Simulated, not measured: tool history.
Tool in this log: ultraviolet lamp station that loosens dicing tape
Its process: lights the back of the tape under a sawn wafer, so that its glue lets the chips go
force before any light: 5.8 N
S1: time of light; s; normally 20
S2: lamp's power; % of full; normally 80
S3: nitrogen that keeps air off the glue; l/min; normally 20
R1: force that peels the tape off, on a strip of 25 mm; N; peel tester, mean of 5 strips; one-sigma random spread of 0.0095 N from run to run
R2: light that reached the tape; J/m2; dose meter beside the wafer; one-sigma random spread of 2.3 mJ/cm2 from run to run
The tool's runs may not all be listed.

| run | hour | S1 | S2 | S3 | R1 | R2 |
|---|---|---|---|---|---|---|
| 1 | 0 | 20 | 80 | 20 | 0.567 | 1950 |
| 2 | 82.2 | 14 | 80 | 20 | 1.175 | 1340 |
| 3 | 148.3 | 26 | 80 | 20 | 0.37 | 2420 |
| 4 | 208.1 | 20 | 80 | 20 | 0.661 | 1820 |
| 5 | 290.8 | 20 | 80 | 20 | 0.711 | 1790 |
| 6 | 353.4 | 20 | 80 | 20 | 0.745 | 1760 |
| 7 | 406.4 | 20 | 80 | 14 | 0.977 | 1650 |
| 8 | 478.5 | 20 | 80 | 14 | 1.025 | 1690 |
|  | 543.7 | window cleaned of glue's vapour |
| 9 | 555.9 | 20 | 80 | 14 | 1.227 | 1480 |
| 10 | 602.4 | 20 | 80 | 14 | 1.274 | 1460 |
|  | 617.2 | lamp changed |
| 11 | 661 | 29 | 80 | 20 | 0.287 | 2690 |
| 12 | 708.7 | 20 | 80 | 6 | 1.421 | 1880 |
| 13 | 791.7 | 20 | 69 | 20 | 0.92 | 1550 |
| 14 | 869.7 | 20 | 69 | 20 | 0.951 | 1510 |
| 15 | 941.8 | 20 | 69 | 20 | 0.984 | 1450 |
|  | 981.8 | window cleaned of glue's vapour, once more |
| 16 | 1004 | 20 | 80 | 20 | 0.479 | 2150 |
| 17 | 1062.2 | 18 | 80 | 20 | 0.617 | 1940 |
| 18 | 1111.9 | 18 | 80 | 20 | 0.611 | 1880 |
| 19 | 1181.6 | 18 | 80 | 20 | 0.651 | 1820 |
| 20 | 1256.4 | 18 | 80 | 20 | 0.702 | 1810 |
| 21 | 1327.4 | 20 | 80 | 30 | 0.448 | 1890 |
| 22 | 1411 | 20 | 80 | 30 | 0.494 | 1870 |
| 23 | 1456.9 | 24 | 80 | 36 | 0.308 | 2230 |
| 24 | 1506.5 | 24 | 80 | 36 | 0.319 | 2170 |
| 25 | 1544.9 | 24 | 80 | 36 | 0.304 | 2120 |
| 26 | 1609.1 | 12 | 80 | 22 | 1.537 | 1060 |
| 27 | 1679.5 | 19 | 65 | 12 | 1.564 | 1330 |
| 28 | 1745.7 | 22 | 65 | 12 | 1.365 | 1510 |
|  | 1800.6 | window cleaned of glue's vapour |
| 29 | 1804 | 22 | 65 | 12 | 1.118 | 1650 |
| 30 | 1870.3 | 38 | 87 | 24 | 0.156 | 3670 |
|  | 1916.9 | lamp changed |
| 31 | 1930.7 | 38 | 87 | 24 | 0.129 | 4630 |
| 32 | 1967.9 | 11 | 80 | 20 | 1.282 | 1220 |
| 33 | 2004 | 11 | 80 | 20 | 1.297 | 1150 |
| 34 | 2054.1 | 20 | 87 | 20 | 0.392 | 2390 |
| 35 | 2118.1 | 17 | 69 | 19 | 0.954 | 1570 |
| 36 | 2197.8 | 17 | 69 | 19 | 0.951 | 1510 |
| 37 | 2237.3 | 16 | 67 | 20 | 1.114 | 1360 |
| 38 | 2320.3 | 15 | 84 | 24 | 0.801 | 1550 |
| 39 | 2381.4 | 15 | 84 | 24 | 0.821 | 1530 |
| 40 | 2465.6 | 16 | 97 | 27 | 0.522 | 1820 |
| 41 | 2523.7 | 16 | 97 | 27 | 0.568 | 1790 |
| 42 | 2573.9 | 16 | 97 | 27 | 0.587 | 1790 |

Here are 4 independent what-if runs from the current tool condition. What would each one return?
|  | 2627.5 | window cleaned of glue's vapour |
| A | 2647.8 | 15 | 77 | 27 | ? | ? |
|  | 2627.5 | window cleaned of glue's vapour |
| B | 2647.8 | 11 | 97 | 27 | ? | ? |
|  | 2627.5 | window cleaned of glue's vapour |
| C | 2647.8 | 14 | 97 | 6 | ? | ? |
|  | 2627.5 | window cleaned of glue's vapour |
| D | 2647.8 | 18 | 97 | 27 | ? | ? |

| run | R1 | R2 |
|---|---|---|
| A | 0.85 | 1450 |
| B | 0.946 | 1320 |
| C | 1.663 | 1650 |
| D | 0.381 | 2140 |
With no hidden state in the tool, these same runs would have given:
| run | R1 | R2 |
|---|---|---|
| A | 0.627 | 1710 |
| B | 0.708 | 1550 |
| C | 1.338 | 1950 |
| D | 0.272 | 2530 |
